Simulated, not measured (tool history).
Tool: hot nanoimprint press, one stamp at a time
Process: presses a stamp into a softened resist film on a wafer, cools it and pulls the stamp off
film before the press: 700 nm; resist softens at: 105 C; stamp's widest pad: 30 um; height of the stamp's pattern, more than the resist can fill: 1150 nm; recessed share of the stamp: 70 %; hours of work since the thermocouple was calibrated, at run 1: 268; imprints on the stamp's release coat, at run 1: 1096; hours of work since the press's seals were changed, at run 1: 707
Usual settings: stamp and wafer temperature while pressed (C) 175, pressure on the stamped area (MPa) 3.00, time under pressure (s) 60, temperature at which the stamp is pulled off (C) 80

run	hour	stamp and wafer temperature while pressed (C)	pressure on the stamped area (MPa)	time under pressure (s)	temperature at which the stamp is pulled off (C)	hours of work since the thermocouple was calibrated	imprints on the stamp's release coat	hours of work since the press's seals were changed	resist left under the stamp's widest pad (Å)	greatest force while the stamp is pulled off (N)
1	0.0	175	3.00	60	80	268	1096	707	2872	180
2	49.1	175	3.00	60	80	289	1198	728	2866	182
3	96.4	175	3.00	60	80	310	1296	749	2868	183
4	143.1	175	3.00	60	80	330	1393	769	2878	194
5	179.7	183	3.00	60	80	346	1468	785	2269	191
6	221.2	183	3.00	60	80	364	1554	803	2253	206
7	248.6	175	4.28	60	80	376	1611	815	2376	207
# hour 263.1: plate thermocouple calibrated
8	280.7	175	4.28	33	80	8	1671	827	2978	208
9	327.3	165	3.24	76	88	28	1768	848	3755	164
10	348.8	168	2.72	60	80	37	1812	857	3965	215
# hour 380.0: stamp cleaned and given a new release coat
11	381.1	168	2.72	60	80	49	3	868	3980	142
12	416.5	167	4.24	63	80	64	76	884	3210	151
13	465.6	175	2.40	60	80	85	178	905	3392	141
14	489.0	174	2.40	97	80	95	226	915	3005	149
15	524.2	174	2.40	97	80	111	299	931	3050	149

Forecast each of these 5 alternatives for the next run:
# hour 558.2: plate thermocouple calibrated, once more
A	559.9	166	1.96	43	80	1	367	945	?	?
# hour 558.2: plate thermocouple calibrated, once more
B	559.9	169	2.40	95	68	1	367	945	?	?
# hour 558.2: plate thermocouple calibrated, once more
C	559.9	174	2.40	97	82	1	367	945	?	?
# hour 558.2: plate thermocouple calibrated, once more
D	559.9	173	2.40	106	73	1	367	945	?	?
# hour 558.2: plate thermocouple calibrated, once more
E	559.9	175	4.12	34	80	1	367	945	?	?

run	resist left under the stamp's widest pad (Å)	greatest force while the stamp is pulled off (N)
A	5038	140
B	3355	194
C	2824	139
D	2827	177
E	2839	144
Without the tool's hidden state the same runs would have given:
run	resist left under the stamp's widest pad (Å)	greatest force while the stamp is pulled off (N)
A	4976	128
B	3283	176
C	2760	126
D	2763	161
E	2727	131
